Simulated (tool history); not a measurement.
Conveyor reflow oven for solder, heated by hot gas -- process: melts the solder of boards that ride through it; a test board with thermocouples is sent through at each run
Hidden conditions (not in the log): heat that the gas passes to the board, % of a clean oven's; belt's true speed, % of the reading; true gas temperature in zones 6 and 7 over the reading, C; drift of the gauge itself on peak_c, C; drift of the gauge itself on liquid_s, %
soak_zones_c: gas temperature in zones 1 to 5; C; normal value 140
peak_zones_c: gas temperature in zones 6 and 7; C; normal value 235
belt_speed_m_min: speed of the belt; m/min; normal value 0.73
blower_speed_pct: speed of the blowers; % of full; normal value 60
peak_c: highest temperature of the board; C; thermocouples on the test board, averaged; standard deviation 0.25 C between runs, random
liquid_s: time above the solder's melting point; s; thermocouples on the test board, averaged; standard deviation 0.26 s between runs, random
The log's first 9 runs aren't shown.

run	hour	soak_zones_c	peak_zones_c	belt_speed_m_min	blower_speed_pct	hours of work since the flux was cleaned out	hours of work since the belt drive was overhauled	hours of work since the thermocouples were changed	peak_c	liquid_s
10	87.7	130	235	0.73	54	100	199	161	214.3	44.8
11	96.5	140	235	0.73	60	104	202	165	217.4	50.5
12	103.9	146	235	0.73	60	106	205	168	219	52.7
13	109.7	150	235	0.73	60	109	208	170	219.8	54.5
14	122	150	235	0.73	60	114	213	175	219.7	54.8
15	132.4	150	235	0.73	60	118	217	179	219.7	54.6
16	144.7	127	232	0.73	52	123	222	184	210.6	40.2
17	156.4	140	235	0.614	60	128	227	189	223.1	64.5
18	168.6	140	229	0.633	60	133	232	194	217.3	57.9
19	175.5	140	235	0.652	60	135	234	197	221.1	59.3
20	187.2	140	235	0.652	60	140	239	202	220.9	58.8
21	197	140	235	0.652	60	144	243	205	221.6	58.9
22	206.1	140	235	0.652	60	148	247	209	221.3	59.5
23	213.3	130	238	0.696	53	151	250	212	218.3	49.7
24	223.2	130	238	0.696	53	155	254	216	217.9	50.1
25	234.3	130	238	0.696	53	159	258	221	218.5	49.4
26	244	130	238	0.696	53	163	262	224	217.9	49.9
27	253.9	140	235	0.73	88	167	266	228	221.7	53.4
28	263.2	152	242	0.637	60	171	270	232	230	70.2
29	271.9	152	242	0.637	60	174	273	236	230.1	70
30	284.3	152	242	0.637	60	179	278	241	230	70.6

Predict each of these 4 candidate next runs independently; none follows another, all start after run 30:
A	293	148	244	0.857	60	183	282	244	?	?
B	293	152	244	0.76	59	183	282	244	?	?
C	293	152	225	0.637	60	183	282	244	?	?
D	293	147	235	0.73	74	183	282	244	?	?

run	peak_c	liquid_s
A	221	46.1
B	226.2	56.9
C	214.5	61.6
D	221.4	54.9
With no hidden state in the tool, these same runs would have given:
run	peak_c	liquid_s
A	221.5	46.1
B	226.4	56.6
C	214.3	61.2
D	221.6	54.8
